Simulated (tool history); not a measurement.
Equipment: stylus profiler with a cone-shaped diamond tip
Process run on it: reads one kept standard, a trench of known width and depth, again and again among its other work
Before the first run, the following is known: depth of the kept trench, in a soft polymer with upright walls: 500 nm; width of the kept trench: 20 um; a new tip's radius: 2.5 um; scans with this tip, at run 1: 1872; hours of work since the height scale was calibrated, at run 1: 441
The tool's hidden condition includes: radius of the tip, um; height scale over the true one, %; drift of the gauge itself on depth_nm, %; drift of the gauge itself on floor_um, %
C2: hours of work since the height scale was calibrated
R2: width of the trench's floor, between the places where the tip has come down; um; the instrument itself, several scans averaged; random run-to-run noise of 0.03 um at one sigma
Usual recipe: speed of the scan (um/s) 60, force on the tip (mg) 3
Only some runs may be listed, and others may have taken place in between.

{"run": 1, "hour": 0.0, "speed of the scan (um/s)": 60, "force on the tip (mg)": 3, "scans with this tip": 1872, "C2": 441, "depth of the trench (nm)": 506.26, "R2": 16.34}
{"run": 2, "hour": 33.1, "speed of the scan (um/s)": 60, "force on the tip (mg)": 3, "scans with this tip": 1953, "C2": 460, "depth of the trench (nm)": 506.25, "R2": 16.3}
{"run": 3, "hour": 51.2, "speed of the scan (um/s)": 60, "force on the tip (mg)": 1.56, "scans with this tip": 1997, "C2": 470, "depth of the trench (nm)": 503.84, "R2": 16.23}
{"run": 4, "hour": 87.5, "speed of the scan (um/s)": 60, "force on the tip (mg)": 3, "scans with this tip": 2086, "C2": 491, "depth of the trench (nm)": 506.26, "R2": 16.29}
{"run": 5, "hour": 111.3, "speed of the scan (um/s)": 60, "force on the tip (mg)": 3, "scans with this tip": 2144, "C2": 505, "depth of the trench (nm)": 506.05, "R2": 16.3}
{"run": 6, "hour": 152.8, "speed of the scan (um/s)": 60, "force on the tip (mg)": 7.06, "scans with this tip": 2246, "C2": 529, "depth of the trench (nm)": 511.31, "R2": 16.26}

The next listed run, before its measurement:
{"run": 7, "hour": 176.0, "speed of the scan (um/s)": 60, "force on the tip (mg)": 7.06, "scans with this tip": 2303, "C2": 542, "depth of the trench (nm)": "?", "R2": "?"}

Run 7 yielded depth of the trench (nm) 511.36, R2 16.31 um.
With the hidden condition absent and the run-to-run variation left alone, this run would have shown depth of the trench (nm) 512, R2 16.88 um.
